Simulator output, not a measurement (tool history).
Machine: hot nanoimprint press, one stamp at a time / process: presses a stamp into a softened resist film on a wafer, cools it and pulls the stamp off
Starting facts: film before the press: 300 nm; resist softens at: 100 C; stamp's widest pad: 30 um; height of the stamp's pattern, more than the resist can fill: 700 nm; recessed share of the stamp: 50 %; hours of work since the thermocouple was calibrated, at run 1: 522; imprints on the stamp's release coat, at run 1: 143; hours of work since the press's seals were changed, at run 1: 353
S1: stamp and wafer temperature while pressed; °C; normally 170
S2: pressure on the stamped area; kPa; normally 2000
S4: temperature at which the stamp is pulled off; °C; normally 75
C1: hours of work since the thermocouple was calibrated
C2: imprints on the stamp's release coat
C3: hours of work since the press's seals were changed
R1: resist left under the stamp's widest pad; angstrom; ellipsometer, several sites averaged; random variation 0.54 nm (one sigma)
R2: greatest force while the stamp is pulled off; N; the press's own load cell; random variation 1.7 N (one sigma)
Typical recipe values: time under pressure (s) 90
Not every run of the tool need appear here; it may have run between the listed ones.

{"run": 1, "hour": 0.0, "S1": 170, "S2": 2000, "time under pressure (s)": 90, "S4": 75, "C1": 522, "C2": 143, "C3": 353, "R1": 1717, "R2": 231}
{"run": 2, "hour": 21.3, "S1": 170, "S2": 2000, "time under pressure (s)": 160, "S4": 75, "C1": 533, "C2": 206, "C3": 365, "R1": 1429, "R2": 237}
{"hour": 41.1, "done": "plate thermocouple calibrated"}
{"run": 3, "hour": 41.1, "S1": 170, "S2": 2000, "time under pressure (s)": 90, "S4": 76, "C1": 0, "C2": 256, "C3": 375, "R1": 1787, "R2": 234}
{"run": 4, "hour": 50.5, "S1": 170, "S2": 2000, "time under pressure (s)": 90, "S4": 76, "C1": 5, "C2": 284, "C3": 380, "R1": 1779, "R2": 237}
{"run": 5, "hour": 70.4, "S1": 175, "S2": 2000, "time under pressure (s)": 90, "S4": 76, "C1": 16, "C2": 344, "C3": 391, "R1": 1513, "R2": 238}
{"run": 6, "hour": 83.5, "S1": 170, "S2": 2000, "time under pressure (s)": 127, "S4": 75, "C1": 24, "C2": 382, "C3": 398, "R1": 1603, "R2": 240}
{"run": 7, "hour": 94.2, "S1": 170, "S2": 2000, "time under pressure (s)": 127, "S4": 75, "C1": 30, "C2": 414, "C3": 404, "R1": 1604, "R2": 243}
{"run": 8, "hour": 109.9, "S1": 170, "S2": 2090, "time under pressure (s)": 90, "S4": 75, "C1": 38, "C2": 461, "C3": 413, "R1": 1753, "R2": 243}
{"run": 9, "hour": 121.4, "S1": 170, "S2": 2090, "time under pressure (s)": 90, "S4": 75, "C1": 45, "C2": 496, "C3": 419, "R1": 1753, "R2": 246}
{"run": 10, "hour": 131.3, "S1": 170, "S2": 2000, "time under pressure (s)": 90, "S4": 75, "C1": 50, "C2": 525, "C3": 425, "R1": 1777, "R2": 246}
{"hour": 152.4, "done": "stamp cleaned and given a new release coat"}
{"run": 11, "hour": 158.6, "S1": 170, "S2": 2000, "time under pressure (s)": 90, "S4": 75, "C1": 62, "C2": 18, "C3": 437, "R1": 1779, "R2": 231}
{"run": 12, "hour": 179.0, "S1": 170, "S2": 2000, "time under pressure (s)": 90, "S4": 75, "C1": 73, "C2": 79, "C3": 448, "R1": 1785, "R2": 230}
{"run": 13, "hour": 200.0, "S1": 170, "S2": 2000, "time under pressure (s)": 90, "S4": 75, "C1": 85, "C2": 141, "C3": 460, "R1": 1779, "R2": 234}
{"run": 14, "hour": 209.6, "S1": 170, "S2": 2000, "time under pressure (s)": 90, "S4": 75, "C1": 90, "C2": 170, "C3": 465, "R1": 1785, "R2": 236}
{"run": 15, "hour": 223.2, "S1": 170, "S2": 2000, "time under pressure (s)": 90, "S4": 75, "C1": 98, "C2": 210, "C3": 473, "R1": 1789, "R2": 238}
{"run": 16, "hour": 232.4, "S1": 175, "S2": 2430, "time under pressure (s)": 90, "S4": 82, "C1": 103, "C2": 238, "C3": 478, "R1": 1366, "R2": 213}
{"run": 17, "hour": 250.6, "S1": 175, "S2": 1310, "time under pressure (s)": 70, "S4": 82, "C1": 113, "C2": 292, "C3": 488, "R1": 1958, "R2": 218}
{"run": 18, "hour": 263.1, "S1": 170, "S2": 2000, "time under pressure (s)": 155, "S4": 80, "C1": 120, "C2": 329, "C3": 495, "R1": 1503, "R2": 226}
{"run": 19, "hour": 281.6, "S1": 166, "S2": 1220, "time under pressure (s)": 155, "S4": 70, "C1": 130, "C2": 384, "C3": 505, "R1": 2099, "R2": 263}
{"run": 20, "hour": 299.8, "S1": 181, "S2": 2380, "time under pressure (s)": 102, "S4": 62, "C1": 141, "C2": 439, "C3": 515, "R1": 1072, "R2": 288}
{"run": 21, "hour": 312.9, "S1": 170, "S2": 2000, "time under pressure (s)": 90, "S4": 77, "C1": 148, "C2": 477, "C3": 522, "R1": 1764, "R2": 239}
{"run": 22, "hour": 331.9, "S1": 162, "S2": 2000, "time under pressure (s)": 65, "S4": 74, "C1": 158, "C2": 534, "C3": 533, "R1": 2400, "R2": 248}
{"hour": 349.8, "done": "stamp cleaned and given a new release coat"}
{"run": 23, "hour": 355.6, "S1": 174, "S2": 2000, "time under pressure (s)": 90, "S4": 73, "C1": 168, "C2": 17, "C3": 543, "R1": 1561, "R2": 238}
{"run": 24, "hour": 366.8, "S1": 174, "S2": 2000, "time under pressure (s)": 77, "S4": 73, "C1": 175, "C2": 50, "C3": 549, "R1": 1628, "R2": 237}
{"run": 25, "hour": 384.7, "S1": 182, "S2": 2320, "time under pressure (s)": 90, "S4": 67, "C1": 184, "C2": 103, "C3": 559, "R1": 1101, "R2": 260}
{"run": 26, "hour": 400.2, "S1": 170, "S2": 2910, "time under pressure (s)": 98, "S4": 80, "C1": 193, "C2": 150, "C3": 568, "R1": 1453, "R2": 220}
{"run": 27, "hour": 420.1, "S1": 174, "S2": 2000, "time under pressure (s)": 90, "S4": 75, "C1": 204, "C2": 209, "C3": 579, "R1": 1557, "R2": 236}
{"run": 28, "hour": 440.9, "S1": 174, "S2": 2000, "time under pressure (s)": 90, "S4": 75, "C1": 216, "C2": 271, "C3": 590, "R1": 1549, "R2": 239}
{"run": 29, "hour": 454.1, "S1": 170, "S2": 1350, "time under pressure (s)": 90, "S4": 75, "C1": 223, "C2": 310, "C3": 598, "R1": 2063, "R2": 240}

Consider 5 possible next runs. They are alternatives, not a sequence: every one starts from the tool as it was left by run 29. What does each give?
{"run": "A", "hour": 463.7, "S1": 170, "S2": 2880, "time under pressure (s)": 47, "S4": 61, "C1": 228, "C2": 339, "C3": 603, "R1": "?", "R2": "?"}
{"run": "B", "hour": 463.7, "S1": 173, "S2": 1350, "time under pressure (s)": 90, "S4": 73, "C1": 228, "C2": 339, "C3": 603, "R1": "?", "R2": "?"}
{"run": "C", "hour": 463.7, "S1": 177, "S2": 2410, "time under pressure (s)": 90, "S4": 75, "C1": 228, "C2": 339, "C3": 603, "R1": "?", "R2": "?"}
{"run": "D", "hour": 463.7, "S1": 170, "S2": 2200, "time under pressure (s)": 90, "S4": 75, "C1": 228, "C2": 339, "C3": 603, "R1": "?", "R2": "?"}
{"run": "E", "hour": 463.7, "S1": 170, "S2": 1350, "time under pressure (s)": 107, "S4": 60, "C1": 228, "C2": 339, "C3": 603, "R1": "?", "R2": "?"}

run=A R1=1835 R2=286
run=B R1=1916 R2=245
run=C R1=1283 R2=239
run=D R1=1705 R2=240
run=E R1=1986 R2=291
Without the tool's unlogged condition, the same runs would have read:
run=A R1=1800 R2=275
run=B R1=1904 R2=236
run=C R1=1258 R2=230
run=D R1=1681 R2=231
run=E R1=1974 R2=280
